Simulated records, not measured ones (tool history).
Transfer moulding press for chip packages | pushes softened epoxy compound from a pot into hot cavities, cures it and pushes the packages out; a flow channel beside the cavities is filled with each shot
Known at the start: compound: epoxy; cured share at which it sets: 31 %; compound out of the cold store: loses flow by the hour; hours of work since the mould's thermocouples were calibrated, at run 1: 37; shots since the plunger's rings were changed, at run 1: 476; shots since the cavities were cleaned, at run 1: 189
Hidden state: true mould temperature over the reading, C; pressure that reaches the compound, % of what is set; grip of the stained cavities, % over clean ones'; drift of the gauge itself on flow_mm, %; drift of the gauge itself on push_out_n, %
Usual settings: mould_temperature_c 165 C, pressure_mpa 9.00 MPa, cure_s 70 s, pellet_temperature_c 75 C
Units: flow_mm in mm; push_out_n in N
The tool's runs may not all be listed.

run   hour  mould_temperature_c  pressure_mpa  cure_s  pellet_temperature_c  hours of work since the mould's thermocouples were calibrated  shots since the plunger's rings were changed  shots since the cavities were cleaned  incoming compound's hours out of the cold store  flow_mm  push_out_n
  1    0.0                  165          9.00      70                    75                                                             37                                           476                                    189                                              9.9     1007         795
  2   18.8                  165          6.83      70                    75                                                             48                                           748                                    461                                             19.5      808         891
  3   32.5                  165          9.00      70                    75                                                             57                                           946                                    659                                             22.7      922         893
  4   49.9                  165          9.00      70                    75                                                             67                                          1198                                    911                                             34.4      857         868
  5   62.0                  165          9.00      70                    75                                                             75                                          1374                                   1087                                             13.7      964         974
      67.7  -- cavities cleaned with cleaning compound and waxed
  6   72.3                  165          9.00      70                    75                                                             80                                          1500                                     66                                             44.1      803         631
  7   92.4                  165          9.00      70                    75                                                             92                                          1791                                    357                                             37.5      833         770
  8  101.2                  165          9.00      70                    75                                                             98                                          1919                                    485                                             34.1      843         850
  9  115.3                  159          9.00      70                    75                                                            106                                          2122                                    688                                             40.1      827        1255
 10  136.2                  165          9.00      88                    75                                                            119                                          2425                                    991                                             41.2      809         630
     150.3  -- plunger's sealing rings changed
     151.8  -- cavities cleaned with cleaning compound and waxed
 11  152.9                  165          9.00      70                    68                                                            127                                            16                                     16                                             44.3      821         618
 12  170.4                  165          9.00      70                    68                                                            137                                           269                                    269                                             34.0      867         764
 13  190.3                  165          9.00      70                    68                                                            149                                           558                                    558                                             28.1      905         891
 14  202.5                  165          9.00      70                    68                                                            157                                           733                                    733                                             37.4      841         894
 15  211.4                  169         10.15      70                    75                                                            162                                           862                                    862                                             19.2      991         752
 16  221.2                  169         10.15      70                    75                                                            168                                          1004                                   1004                                             47.0      836         710
     232.3  -- cavities cleaned with cleaning compound and waxed
 17  241.7                  165          9.00      84                    68                                                            180                                          1278                                    135                                             41.1      838         527
 18  254.6                  165          9.00      55                    76                                                            188                                          1465                                    322                                             29.8      876        1524
 19  265.2                  165          9.00      55                    76                                                            194                                          1619                                    476                                             42.9      809        1470
 20  278.2                  158          9.00      75                    75                                                            202                                          1807                                    664                                             29.5      896        1210
 21  295.5                  158          9.76      77                    65                                                            212                                          2058                                    915                                             23.2      953        1239
 22  307.4                  165          9.00      70                    67                                                            220                                          2230                                   1087                                             26.4      879         980
     313.8  -- cavities cleaned with cleaning compound and waxed
 23  322.9                  165          9.00      70                    67                                                            228                                          2432                                    132                                             26.5      884         738
     335.4  -- plunger's sealing rings changed
 24  342.1                  169          9.00      72                    67                                                            238                                            97                                    373                                             13.1      993         667
 25  353.4                  161          9.00      70                    66                                                            245                                           262                                    538                                             39.1      868        1119
 26  363.6                  161          9.00      70                    66                                                            251                                           408                                    684                                             18.6      959        1258
 27  378.4                  165          9.45      76                    75                                                            261                                           623                                    899                                             18.4      976         795

Forecast each of these 5 alternatives for the next run:
  A  389.1                  171          9.45      62                    75                                                            267                                           777                                   1053                                             38.6        ?           ?
  B  389.1                  159          7.55      76                    75                                                            267                                           777                                   1053                                             44.1        ?           ?
  C  389.1                  165          9.70     102                    75                                                            267                                           777                                   1053                                             14.9        ?           ?
  D  389.1                  167          9.00      70                    75                                                            267                                           777                                   1053                                             15.0        ?           ?
  E  389.1                  165          7.40      58                    77                                                            267                                           777                                   1053                                             38.8        ?           ?

run  flow_mm  push_out_n
  A      852         812
  B      766        1046
  C     1008         608
  D      965         879
  E      759        1427
Without the tool's hidden state the same runs would have given:
run  flow_mm  push_out_n
  A      865         533
  B      777         686
  C     1023         405
  D      980         576
  E      771         936
